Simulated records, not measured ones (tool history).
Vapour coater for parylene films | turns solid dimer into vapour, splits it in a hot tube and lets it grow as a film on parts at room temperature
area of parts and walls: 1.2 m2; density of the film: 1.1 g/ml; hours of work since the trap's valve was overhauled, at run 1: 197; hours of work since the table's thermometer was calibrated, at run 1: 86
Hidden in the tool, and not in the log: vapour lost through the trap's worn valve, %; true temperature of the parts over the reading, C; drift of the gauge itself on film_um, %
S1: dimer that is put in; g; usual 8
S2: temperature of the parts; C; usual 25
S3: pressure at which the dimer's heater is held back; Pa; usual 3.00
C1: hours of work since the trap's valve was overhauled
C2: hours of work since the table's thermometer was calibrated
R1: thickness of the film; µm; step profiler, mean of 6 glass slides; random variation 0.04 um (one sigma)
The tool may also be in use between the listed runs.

run 1 hour=0.0 | S1=8 S2=25 S3=3.00 | C1=197 C2=86 | R1=4.41
run 2 hour=10.2 | S1=8 S2=25 S3=3.00 | C1=202 C2=91 | R1=4.28
run 3 hour=18.5 | S1=8 S2=25 S3=3.00 | C1=207 C2=96 | R1=4.32
run 4 hour=27.1 | S1=7 S2=25 S3=3.00 | C1=211 C2=100 | R1=3.83
run 5 hour=38.3 | S1=8 S2=25 S3=3.00 | C1=217 C2=106 | R1=4.40
run 6 hour=48.9 | S1=8 S2=25 S3=3.00 | C1=222 C2=111 | R1=4.29
run 7 hour=61.5 | S1=8 S2=25 S3=3.00 | C1=228 C2=117 | R1=4.41
run 8 hour=76.3 | S1=8 S2=25 S3=3.00 | C1=236 C2=125 | R1=4.31
run 9 hour=84.7 | S1=8 S2=25 S3=3.00 | C1=240 C2=129 | R1=4.37
run 10 hour=91.8 | S1=8 S2=26 S3=3.00 | C1=244 C2=133 | R1=4.13
run 11 hour=105.0 | S1=8 S2=32 S3=3.00 | C1=250 C2=139 | R1=3.51
run 12 hour=120.0 | S1=12 S2=25 S3=9.70 | C1=258 C2=147 | R1=5.44
run 13 hour=132.6 | S1=12 S2=25 S3=9.70 | C1=264 C2=154 | R1=5.42
run 14 hour=145.5 | S1=12 S2=25 S3=9.70 | C1=271 C2=160 | R1=5.47
run 15 hour=158.9 | S1=9 S2=34 S3=4.76 | C1=278 C2=167 | R1=3.42
run 16 hour=175.0 | S1=8 S2=30 S3=2.19 | C1=286 C2=175 | R1=3.84
run 17 hour=186.8 | S1=5 S2=23 S3=4.92 | C1=292 C2=181 | R1=2.68
run 18 hour=199.9 | S1=10 S2=30 S3=3.00 | C1=299 C2=188 | R1=4.57
run 19 hour=213.6 | S1=12 S2=25 S3=3.00 | C1=306 C2=195 | R1=6.52
run 20 hour=227.9 | S1=12 S2=25 S3=3.00 | C1=313 C2=202 | R1=6.40
run 21 hour=238.0 | S1=6 S2=28 S3=3.00 | C1=318 C2=207 | R1=2.94
run 22 hour=247.9 | S1=6 S2=28 S3=3.00 | C1=323 C2=212 | R1=2.91

Forecast each of these 3 alternatives for the next run:
run A hour=259.5 | S1=8 S2=32 S3=2.46 | C1=329 C2=218 | R1=?
run B hour=259.5 | S1=6 S2=26 S3=6.94 | C1=329 C2=218 | R1=?
run C hour=259.5 | S1=4 S2=25 S3=3.00 | C1=329 C2=218 | R1=?

run=A R1=3.59
run=B R1=2.77
run=C R1=2.16
Without the tool's hidden state the same runs would have given:
run=A R1=3.61
run=B R1=2.78
run=C R1=2.17
